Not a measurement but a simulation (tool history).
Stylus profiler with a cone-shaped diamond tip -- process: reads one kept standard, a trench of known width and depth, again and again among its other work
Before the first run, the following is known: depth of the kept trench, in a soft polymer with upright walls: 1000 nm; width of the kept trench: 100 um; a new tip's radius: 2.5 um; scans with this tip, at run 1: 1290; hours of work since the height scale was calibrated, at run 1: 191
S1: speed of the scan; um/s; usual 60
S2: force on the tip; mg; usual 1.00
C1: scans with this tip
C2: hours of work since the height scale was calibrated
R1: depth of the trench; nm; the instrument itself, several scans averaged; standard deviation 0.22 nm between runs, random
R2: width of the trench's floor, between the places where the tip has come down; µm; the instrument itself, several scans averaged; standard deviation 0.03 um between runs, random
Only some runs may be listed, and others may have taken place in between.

run   hour   S1    S2    C1   C2       R1     R2
  1    0.0   60  1.00  1290  191  1004.47  95.54
  2   43.0   60  1.00  1409  208  1003.98  95.49
  3   81.8   60  1.00  1515  224  1004.39  95.49
  4  120.7   26  1.00  1623  240  1004.13  95.67
  5  148.7   28  1.00  1700  251  1004.18  95.69
  6  180.4   28  1.00  1787  264  1004.28  95.65
  7  211.3   28  1.00  1872  277  1004.31  95.67
  8  248.7   60  0.66  1975  292  1002.66  95.38
  9  268.1   88  0.55  2029  300  1002.45  95.07
 10  293.0   25  0.55  2097  310  1002.56  95.61
 11  332.6   25  0.55  2207  326  1002.19  95.65
 12  369.1   37  0.55  2307  341  1002.19  95.54
 13  400.8  149  0.53  2394  354  1001.68  94.64
 14  422.0  149  0.53  2453  363  1001.69  94.60
 15  461.4  149  0.53  2561  379  1001.57  94.59

Predict each of these 4 candidate next runs independently; none follows another, all start after run 15:
  A  499.1  42  2.32  2665  394   ?   ?
  B  499.1  27  1.00  2665  394   ?   ?
  C  499.1  44  0.73  2665  394   ?   ?
  D  499.1  17  0.53  2665  394   ?   ?

run       R1     R2
  A  1007.19  95.59
  B  1003.58  95.67
  C  1002.56  95.48
  D  1001.27  95.59
What these runs would have given with no unlogged condition in the tool:
run       R1     R2
  A  1009.06  95.83
  B  1005.44  95.90
  C  1004.41  95.72
  D  1003.12  95.82
